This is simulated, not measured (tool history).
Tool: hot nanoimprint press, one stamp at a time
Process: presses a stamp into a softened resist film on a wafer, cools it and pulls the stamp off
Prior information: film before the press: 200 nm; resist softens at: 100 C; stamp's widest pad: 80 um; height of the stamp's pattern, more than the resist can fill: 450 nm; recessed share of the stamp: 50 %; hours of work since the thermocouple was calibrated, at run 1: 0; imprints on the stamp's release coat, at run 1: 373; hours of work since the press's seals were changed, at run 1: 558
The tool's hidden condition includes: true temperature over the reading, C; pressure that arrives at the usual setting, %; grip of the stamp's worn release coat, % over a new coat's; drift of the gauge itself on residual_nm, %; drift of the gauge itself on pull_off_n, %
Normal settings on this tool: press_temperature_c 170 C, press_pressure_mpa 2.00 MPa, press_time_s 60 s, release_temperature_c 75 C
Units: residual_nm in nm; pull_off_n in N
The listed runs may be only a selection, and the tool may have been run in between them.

run,hour,press_temperature_c,press_pressure_mpa,press_time_s,release_temperature_c,hours of work since the thermocouple was calibrated,imprints on the stamp's release coat,hours of work since the press's seals were changed,residual_nm,pull_off_n
1,0.0,170,2.00,60,75,0,373,558,106.8,234
2,43.4,170,2.00,60,75,33,624,592,106.7,248
3,132.9,170,2.00,60,75,103,1141,661,106.6,266
4,209.5,170,2.00,60,75,162,1584,720,106.5,300
# hour 277.5: stamp cleaned and given a new release coat
5,308.4,170,2.00,60,75,233,179,792,106.1,223
6,401.1,165,2.00,60,75,305,716,863,126.1,249
7,463.9,170,2.00,60,75,353,1078,912,105.8,274
# hour 532.6: plate thermocouple calibrated
8,555.1,170,2.00,60,75,17,1588,980,110.0,288
# hour 601.6: press's hydraulic seals changed and the load cell set to zero
# hour 625.5: stamp cleaned and given a new release coat
9,661.4,170,2.00,60,75,89,207,41,106.0,222
10,755.9,170,2.00,60,75,161,753,114,105.8,254
11,848.1,170,2.00,60,75,233,1287,186,105.4,274
12,946.4,170,2.00,60,75,309,1855,261,105.1,310
# hour 962.3: stamp cleaned and given a new release coat
13,1026.1,170,2.00,60,72,365,369,318,104.9,248
# hour 1074.3: plate thermocouple calibrated
14,1079.0,170,2.00,60,72,4,657,357,106.6,257
15,1147.7,168,3.15,75,78,57,1055,410,88.9,263
16,1226.8,159,1.88,31,79,118,1512,471,171.2,269
17,1283.4,159,1.25,31,80,161,1840,514,180.2,283
# hour 1306.4: stamp cleaned and given a new release coat
18,1388.4,158,3.01,48,75,238,475,591,148.3,242
19,1472.3,158,2.96,44,80,302,960,656,151.8,238
20,1566.2,158,2.96,44,80,375,1503,728,151.8,276
# hour 1604.7: plate thermocouple calibrated
# hour 1649.5: stamp cleaned and given a new release coat
21,1658.4,166,2.00,71,75,37,52,792,118.6,228
22,1700.5,179,1.78,35,75,69,295,825,99.4,225
23,1788.0,179,1.78,35,75,137,801,892,99.2,260
24,1845.8,161,2.00,46,63,181,1136,937,154.0,325
25,1916.6,161,2.00,46,63,236,1545,991,153.5,337
# hour 1950.4: press's hydraulic seals changed and the load cell set to zero
# hour 1994.7: stamp cleaned and given a new release coat
26,2008.8,160,1.83,39,70,296,81,40,161.3,239
27,2089.3,160,1.83,39,70,359,547,103,161.3,258
# hour 2153.7: plate thermocouple calibrated
28,2177.5,165,2.00,34,75,18,1039,168,146.9,263

3 options for the next run, each taken on its own from the tool as it stands now. Forecast them:
A,2222.3,181,2.00,52,75,53,1298,203,?,?
B,2222.3,169,2.97,60,66,53,1298,203,?,?
C,2222.3,170,1.45,60,75,53,1298,203,?,?

run,residual_nm,pull_off_n
A,73.9,284
B,94.1,317
C,119.9,292
With no hidden state in the tool, these same runs would have given:
run,residual_nm,pull_off_n
A,73.1,222
B,92.9,248
C,119.1,229
